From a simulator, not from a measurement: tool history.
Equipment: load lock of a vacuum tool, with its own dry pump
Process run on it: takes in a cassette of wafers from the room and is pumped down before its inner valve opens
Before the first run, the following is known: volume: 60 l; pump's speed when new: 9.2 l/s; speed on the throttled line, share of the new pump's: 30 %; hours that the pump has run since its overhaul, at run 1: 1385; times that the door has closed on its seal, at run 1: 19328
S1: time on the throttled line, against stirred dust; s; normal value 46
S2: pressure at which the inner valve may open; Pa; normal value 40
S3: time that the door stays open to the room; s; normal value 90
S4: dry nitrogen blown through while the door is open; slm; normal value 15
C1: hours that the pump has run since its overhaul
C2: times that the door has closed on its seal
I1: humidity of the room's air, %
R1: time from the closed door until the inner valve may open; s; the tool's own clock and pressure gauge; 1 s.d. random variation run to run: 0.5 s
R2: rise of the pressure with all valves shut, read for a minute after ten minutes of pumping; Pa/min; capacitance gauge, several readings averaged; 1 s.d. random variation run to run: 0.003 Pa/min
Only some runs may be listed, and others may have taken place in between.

{"run": 1, "hour": 0.0, "S1": 46, "S2": 40, "S3": 90, "S4": 15, "C1": 1385, "C2": 19328, "I1": 44.6, "R1": 82.6, "R2": 0.03}
{"run": 2, "hour": 158.1, "S1": 46, "S2": 40, "S3": 90, "S4": 15, "C1": 1543, "C2": 19889, "I1": 44.0, "R1": 82.8, "R2": 0.031}
{"run": 3, "hour": 261.9, "S1": 46, "S2": 40, "S3": 90, "S4": 15, "C1": 1647, "C2": 20257, "I1": 44.2, "R1": 83.4, "R2": 0.03}
{"run": 4, "hour": 450.9, "S1": 46, "S2": 40, "S3": 90, "S4": 15, "C1": 1836, "C2": 20928, "I1": 45.8, "R1": 82.7, "R2": 0.034}
{"run": 5, "hour": 573.5, "S1": 46, "S2": 40, "S3": 90, "S4": 15, "C1": 1958, "C2": 21363, "I1": 42.8, "R1": 83.3, "R2": 0.029}
{"run": 6, "hour": 690.4, "S1": 46, "S2": 40, "S3": 90, "S4": 15, "C1": 2075, "C2": 21778, "I1": 46.8, "R1": 83.4, "R2": 0.033}
{"run": 7, "hour": 830.7, "S1": 46, "S2": 68, "S3": 90, "S4": 15, "C1": 2215, "C2": 22277, "I1": 47.2, "R1": 79.6, "R2": 0.032}
{"run": 8, "hour": 955.7, "S1": 46, "S2": 68, "S3": 90, "S4": 15, "C1": 2340, "C2": 22720, "I1": 46.8, "R1": 80.2, "R2": 0.029}
{"run": 9, "hour": 1145.4, "S1": 46, "S2": 68, "S3": 90, "S4": 15, "C1": 2530, "C2": 23393, "I1": 43.3, "R1": 79.3, "R2": 0.03}
{"run": 10, "hour": 1270.4, "S1": 46, "S2": 68, "S3": 90, "S4": 15, "C1": 2655, "C2": 23837, "I1": 46.4, "R1": 79.1, "R2": 0.039}
{"run": 11, "hour": 1513.6, "S1": 72, "S2": 40, "S3": 79, "S4": 15, "C1": 2898, "C2": 24701, "I1": 47.6, "R1": 100.9, "R2": 0.034}
{"run": 12, "hour": 1748.4, "S1": 72, "S2": 40, "S3": 79, "S4": 15, "C1": 3133, "C2": 25534, "I1": 43.2, "R1": 100.9, "R2": 0.027}
{"run": 13, "hour": 1994.6, "S1": 72, "S2": 40, "S3": 79, "S4": 15, "C1": 3379, "C2": 26408, "I1": 45.3, "R1": 100.8, "R2": 0.025}
{"run": 14, "hour": 2175.8, "S1": 27, "S2": 55, "S3": 45, "S4": 25, "C1": 3561, "C2": 27052, "I1": 44.9, "R1": 67.8, "R2": 0.023}
{"run": 15, "hour": 2389.4, "S1": 27, "S2": 55, "S3": 45, "S4": 25, "C1": 3774, "C2": 27810, "I1": 43.0, "R1": 67.8, "R2": 0.016}
{"run": 16, "hour": 2545.2, "S1": 36, "S2": 73, "S3": 90, "S4": 4, "C1": 3930, "C2": 28363, "I1": 42.2, "R1": 72.4, "R2": 0.038}
{"run": 17, "hour": 2799.4, "S1": 88, "S2": 40, "S3": 27, "S4": 15, "C1": 4184, "C2": 29265, "I1": 44.5, "R1": 113.4, "R2": 0.022}
{"run": 18, "hour": 2909.9, "S1": 73, "S2": 50, "S3": 90, "S4": 15, "C1": 4295, "C2": 29657, "I1": 45.1, "R1": 100.6, "R2": 0.031}
{"run": 19, "hour": 3090.2, "S1": 33, "S2": 38, "S3": 78, "S4": 37, "C1": 4475, "C2": 30297, "I1": 49.0, "R1": 75.5, "R2": 0.019}

Predict each of these 3 candidate next runs independently; none follows another, all start after run 19:
{"run": "A", "hour": 3319.0, "S1": 44, "S2": 40, "S3": 90, "S4": 15, "C1": 4704, "C2": 31110, "I1": 44.4, "R1": "?", "R2": "?"}
{"run": "B", "hour": 3319.0, "S1": 57, "S2": 38, "S3": 26, "S4": 37, "C1": 4704, "C2": 31110, "I1": 45.1, "R1": "?", "R2": "?"}
{"run": "C", "hour": 3319.0, "S1": 46, "S2": 40, "S3": 90, "S4": 19, "C1": 4704, "C2": 31110, "I1": 47.7, "R1": "?", "R2": "?"}

run=A R1=81.0 R2=0.029
run=B R1=92.9 R2=0.014
run=C R1=84.1 R2=0.027
Without the tool's hidden state the same runs would have given:
run=A R1=81.0 R2=0.029
run=B R1=92.8 R2=0.013
run=C R1=84.1 R2=0.027

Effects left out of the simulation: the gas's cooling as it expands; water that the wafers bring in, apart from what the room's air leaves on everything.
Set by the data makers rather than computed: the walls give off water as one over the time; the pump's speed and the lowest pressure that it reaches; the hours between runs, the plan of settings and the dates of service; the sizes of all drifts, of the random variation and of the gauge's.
